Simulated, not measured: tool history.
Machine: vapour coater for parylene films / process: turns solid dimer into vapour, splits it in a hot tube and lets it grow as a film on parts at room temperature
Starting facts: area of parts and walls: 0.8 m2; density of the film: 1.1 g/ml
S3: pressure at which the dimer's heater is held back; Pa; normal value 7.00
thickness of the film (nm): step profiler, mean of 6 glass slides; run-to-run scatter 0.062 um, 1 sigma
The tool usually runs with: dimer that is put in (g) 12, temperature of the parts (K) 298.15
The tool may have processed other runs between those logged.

Run 1, hour 0.0: usual settings. Result: thickness of the film (nm) 7470.
Run 2, hour 12.0: usual settings. Result: thickness of the film (nm) 7360.
Run 3, hour 27.2: usual settings. Result: thickness of the film (nm) 7390.
Run 4, hour 39.1: usual settings. Result: thickness of the film (nm) 7310.
Run 5, hour 52.2: usual settings. Result: thickness of the film (nm) 7350.
Run 6, hour 68.3: usual settings. Result: thickness of the film (nm) 7420.
Run 7, hour 86.9: usual settings. Result: thickness of the film (nm) 7390.
Run 8, hour 103.7: usual settings. Result: thickness of the film (nm) 7430.
Run 9, hour 115.5: usual settings but dimer that is put in (g) 14. Result: thickness of the film (nm) 8490.
Run 10, hour 128.6: usual settings but dimer that is put in (g) 16. Result: thickness of the film (nm) 10000.
Run 11, hour 140.7: usual settings but dimer that is put in (g) 16. Result: thickness of the film (nm) 9880.
Run 12, hour 151.7: usual settings but dimer that is put in (g) 16, S3 5.97 Pa. Result: thickness of the film (nm) 10050.
Run 13, hour 167.6: usual settings but dimer that is put in (g) 16, S3 5.97 Pa. Result: thickness of the film (nm) 9890.
Run 14, hour 181.9: usual settings but dimer that is put in (g) 16, S3 5.97 Pa. Result: thickness of the film (nm) 10010.
Run 15, hour 194.9: usual settings but dimer that is put in (g) 16, S3 5.97 Pa. Result: thickness of the film (nm) 9880.
Run 16, hour 213.4: usual settings but dimer that is put in (g) 16, S3 5.97 Pa. Result: thickness of the film (nm) 10030.
Run 17, hour 222.7: usual settings but dimer that is put in (g) 8, temperature of the parts (K) 308.15, S3 6.15 Pa. Result: thickness of the film (nm) 3960.
Run 18, hour 237.3: usual settings but dimer that is put in (g) 13, temperature of the parts (K) 308.15, S3 3.33 Pa. Result: thickness of the film (nm) 6770.
Run 19, hour 250.5: usual settings but dimer that is put in (g) 5, temperature of the parts (K) 304.15, S3 2.16 Pa. Result: thickness of the film (nm) 2840.
Run 20, hour 260.9: usual settings but dimer that is put in (g) 21, temperature of the parts (K) 290.15, S3 2.16 Pa. Result: thickness of the film (nm) 16370.
Run 21, hour 269.3: usual settings but dimer that is put in (g) 21, temperature of the parts (K) 290.15, S3 2.16 Pa. Result: thickness of the film (nm) 16310.
Run 22, hour 282.6: usual settings but dimer that is put in (g) 13, temperature of the parts (K) 296.15. Result: thickness of the film (nm) 8330.
Run 23, hour 301.8: usual settings but dimer that is put in (g) 13, temperature of the parts (K) 296.15. Result: thickness of the film (nm) 8270.
Run 24, hour 314.0: usual settings but dimer that is put in (g) 14, temperature of the parts (K) 296.15, S3 4.14 Pa. Result: thickness of the film (nm) 9120.
Run 25, hour 328.6: usual settings but dimer that is put in (g) 14, temperature of the parts (K) 296.15, S3 4.14 Pa. Result: thickness of the film (nm) 9100.
Run 26, hour 344.9: usual settings but dimer that is put in (g) 11, temperature of the parts (K) 296.15, S3 2.84 Pa. Result: thickness of the film (nm) 7440.
Run 27, hour 363.6: usual settings but dimer that is put in (g) 21, temperature of the parts (K) 306.15, S3 10.39 Pa. Result: thickness of the film (nm) 10700.
Run 28, hour 373.1: usual settings but dimer that is put in (g) 21, temperature of the parts (K) 306.15, S3 10.39 Pa. Result: thickness of the film (nm) 10460.
Run 29, hour 387.0: usual settings but S3 4.47 Pa. Result: thickness of the film (nm) 7470.
Run 30, hour 397.0: usual settings but S3 4.47 Pa. Result: thickness of the film (nm) 7510.
Run 31, hour 408.0: usual settings but dimer that is put in (g) 10, S3 6.05 Pa. Result: thickness of the film (nm) 6130.
Run 32, hour 426.4: usual settings but dimer that is put in (g) 10, S3 6.05 Pa. Result: thickness of the film (nm) 6140.

Consider 4 possible next runs. They are alternatives, not a sequence: every one starts from the tool as it was left by run 32. What does each give?
Run A, hour 438.5: usual settings but dimer that is put in (g) 10, S3 2.05 Pa. Result: thickness of the film (nm) ?.
Run B, hour 438.5: usual settings but dimer that is put in (g) 13, temperature of the parts (K) 299.15. Result: thickness of the film (nm) ?.
Run C, hour 438.5: usual settings but temperature of the parts (K) 291.15. Result: thickness of the film (nm) ?.
Run D, hour 438.5: usual settings but dimer that is put in (g) 14, temperature of the parts (K) 294.15, S3 4.70 Pa. Result: thickness of the film (nm) ?.

run  thickness of the film (nm)
  A                        6590
  B                        7660
  C                        8380
  D                        9450
Stripped of hidden state, with their random variation kept, the same runs would have yielded:
run  thickness of the film (nm)
  A                        6670
  B                        7750
  C                        8470
  D                        9560
